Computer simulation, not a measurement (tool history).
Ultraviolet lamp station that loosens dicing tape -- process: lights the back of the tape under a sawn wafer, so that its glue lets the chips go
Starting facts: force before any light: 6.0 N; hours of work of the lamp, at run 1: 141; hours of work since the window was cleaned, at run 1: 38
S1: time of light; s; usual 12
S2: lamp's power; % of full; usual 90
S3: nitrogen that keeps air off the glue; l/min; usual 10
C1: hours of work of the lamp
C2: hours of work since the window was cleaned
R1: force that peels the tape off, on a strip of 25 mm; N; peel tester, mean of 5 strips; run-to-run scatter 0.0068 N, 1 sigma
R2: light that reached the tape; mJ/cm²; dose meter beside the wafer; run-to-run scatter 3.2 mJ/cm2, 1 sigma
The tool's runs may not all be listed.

run	hour	S1	S2	S3	C1	C2	R1	R2
1	0	12	90	10	141	38	0.259	468
2	11.9	12	90	10	148	45	0.269	458
3	23.1	12	90	10	156	53	0.264	464
4	35.8	12	90	10	164	61	0.278	450
5	46.9	12	90	10	171	68	0.266	455
6	55.9	18	90	10	176	73	0.15	674
7	62.2	18	90	10	180	77	0.149	673
8	74.5	18	90	10	188	85	0.156	676
9	84.3	12	90	10	194	91	0.292	440
10	90	12	90	10	198	95	0.278	436
11	95.8	12	90	4	202	99	0.556	439
12	104.4	12	90	4	207	104	0.55	433
13	117.2	12	90	4	215	112	0.556	435
14	129.9	12	98	10	223	120	0.253	469
15	142.3	12	98	10	231	128	0.251	465
16	155	12	98	10	239	136	0.273	468
17	161.1	12	98	10	243	140	0.269	457
18	166.8	6	98	10	247	144	1.067	230
19	174.7	6	98	10	252	149	1.072	226
20	186.2	12	100	10	259	156	0.249	460
21	196.7	6	90	10	266	163	1.242	205
22	206.7	6	90	10	272	169	1.195	206
23	212.7	6	90	10	276	173	1.251	202
24	223.1	12	79	10	283	180	0.441	356
25	229.9	12	79	10	287	184	0.451	350
26	239	12	79	10	293	190	0.442	354
27	246	12	75	10	297	194	0.504	331
28	251.5	23	63	4	301	198	0.364	535
29	257.9	16	75	12	305	202	0.268	442
30	266.6	16	75	18	310	207	0.23	441
31	278.8	12	75	10	318	215	0.525	327
32	289.3	24	62	3	325	222	0.449	531
33	299.6	24	62	3	331	228	0.456	526
# hour 300.9: window cleaned of glue's vapour
34	309	24	62	3	337	5	0.312	634
35	319.6	24	62	3	344	12	0.323	623
36	327	15	90	10	349	17	0.19	565
37	332.8	15	90	10	352	20	0.189	564
38	340.1	15	90	10	357	25	0.186	560
39	349.5	7	80	10	363	31	1	233
40	360	7	80	10	370	38	1.042	232
41	369	12	94	11	375	43	0.229	466
42	378	6	94	11	381	49	0.982	234
43	390.8	9	94	4	389	57	0.906	340

How the hidden state differs across the entries between the runs, from the last listed run before each to the first after it:
In the gap between runs 33 and 34: window cleaned of glue's vapour (hour 300.9)
  lamp's light, % of a new lamp's: 93.6 -> 93.5; light that the window lets through, % of a clean one's: 83.2 -> 99.6
  measured result minus the result with no hidden state, R1: +0.186 -> +0.042 N; R2: -150 -> -46 mJ/cm²

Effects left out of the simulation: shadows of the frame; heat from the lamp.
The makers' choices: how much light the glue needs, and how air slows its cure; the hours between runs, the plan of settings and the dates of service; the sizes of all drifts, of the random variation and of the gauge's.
